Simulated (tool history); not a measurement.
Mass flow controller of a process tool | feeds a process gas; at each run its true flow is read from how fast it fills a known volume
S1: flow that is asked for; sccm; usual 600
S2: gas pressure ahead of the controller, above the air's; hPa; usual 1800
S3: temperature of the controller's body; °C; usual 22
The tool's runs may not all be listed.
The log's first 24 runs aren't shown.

Run 25, hour 5135.6: usual settings. Result: true flow (%) 96.15.
Run 26, hour 5286.6: usual settings but S1 785 sccm, S2 1550 hPa. Result: true flow (%) 96.78.
Run 27, hour 5463.6: usual settings but S1 221 sccm, S3 34 °C. Result: true flow (%) 93.12.
Run 28, hour 5746.1: usual settings but S1 304 sccm, S2 1840 hPa, S3 34 °C. Result: true flow (%) 94.3.
Run 29, hour 5960.5: usual settings but S1 304 sccm, S2 2130 hPa, S3 23 °C. Result: true flow (%) 94.34.
Run 30, hour 6149.2: usual settings but S1 112 sccm, S3 31 °C. Result: true flow (%) 88.23.
Run 31, hour 6384.7: usual settings but S1 589 sccm, S2 2040 hPa, S3 36 °C. Result: true flow (%) 96.6.
Run 32, hour 6676.8: usual settings but S1 589 sccm, S2 2040 hPa, S3 36 °C. Result: true flow (%) 96.52.
Run 33, hour 6961.5: usual settings but S1 375 sccm, S2 1640 hPa, S3 26 °C. Result: true flow (%) 94.58.
Run 34, hour 7223.6: usual settings but S1 375 sccm, S2 1640 hPa, S3 26 °C. Result: true flow (%) 94.68.

Run 35 comes next. What will it give?
Run 35, hour 7377.4: usual settings but S1 160 sccm. Result: true flow (%) ?.

Run 35 gave true flow (%) 90.33.
Without the tool's hidden state the same run would have given true flow (%) 98.82.
